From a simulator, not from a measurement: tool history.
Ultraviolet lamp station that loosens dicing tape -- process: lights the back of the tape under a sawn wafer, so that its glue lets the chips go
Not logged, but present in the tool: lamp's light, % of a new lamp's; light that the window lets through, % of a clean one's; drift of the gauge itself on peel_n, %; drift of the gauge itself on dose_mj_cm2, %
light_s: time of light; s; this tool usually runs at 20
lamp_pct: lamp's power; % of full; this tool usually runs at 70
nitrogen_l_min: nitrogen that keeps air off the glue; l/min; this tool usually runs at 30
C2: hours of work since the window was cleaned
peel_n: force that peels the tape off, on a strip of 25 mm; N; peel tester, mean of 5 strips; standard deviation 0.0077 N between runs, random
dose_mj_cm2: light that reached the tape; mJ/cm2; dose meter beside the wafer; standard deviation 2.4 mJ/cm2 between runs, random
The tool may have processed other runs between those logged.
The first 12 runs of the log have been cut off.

Run 13, day 6.246: usual settings; hours of work of the lamp 183; C2 250. Result: peel_n 0.325 N, dose_mj_cm2 221 mJ/cm2.
Run 14, day 6.925: usual settings but light_s 23 s; hours of work of the lamp 195; C2 262. Result: peel_n 0.297 N, dose_mj_cm2 255 mJ/cm2.
Run 15, day 7.292: usual settings but light_s 23 s; hours of work of the lamp 202; C2 268. Result: peel_n 0.298 N, dose_mj_cm2 255 mJ/cm2.
Run 16, day 7.796: usual settings; hours of work of the lamp 211; C2 277. Result: peel_n 0.338 N, dose_mj_cm2 217 mJ/cm2.
Run 17, day 8.167: usual settings; hours of work of the lamp 217; C2 284. Result: peel_n 0.347 N, dose_mj_cm2 216 mJ/cm2.
Run 18, day 8.708: usual settings; hours of work of the lamp 227; C2 294. Result: peel_n 0.366 N, dose_mj_cm2 216 mJ/cm2.
Run 19, day 9.329: usual settings; hours of work of the lamp 238; C2 305. Result: peel_n 0.359 N, dose_mj_cm2 215 mJ/cm2.
Run 20, day 9.683: usual settings; hours of work of the lamp 245; C2 311. Result: peel_n 0.352 N, dose_mj_cm2 216 mJ/cm2.
Run 21, day 10.071: usual settings; hours of work of the lamp 251; C2 318. Result: peel_n 0.354 N, dose_mj_cm2 216 mJ/cm2.

Run 22 comes next. What will it give?
Run 22, day 10.638: usual settings but light_s 29 s, lamp_pct 99 % of full; hours of work of the lamp 261; C2 328. Result: peel_n ?, dose_mj_cm2 ?.

peel_n: 0.222 N
dose_mj_cm2: 438 mJ/cm2
Minus the tool's unlogged condition, the same run would have read peel_n 0.219 N, dose_mj_cm2 523 mJ/cm2.

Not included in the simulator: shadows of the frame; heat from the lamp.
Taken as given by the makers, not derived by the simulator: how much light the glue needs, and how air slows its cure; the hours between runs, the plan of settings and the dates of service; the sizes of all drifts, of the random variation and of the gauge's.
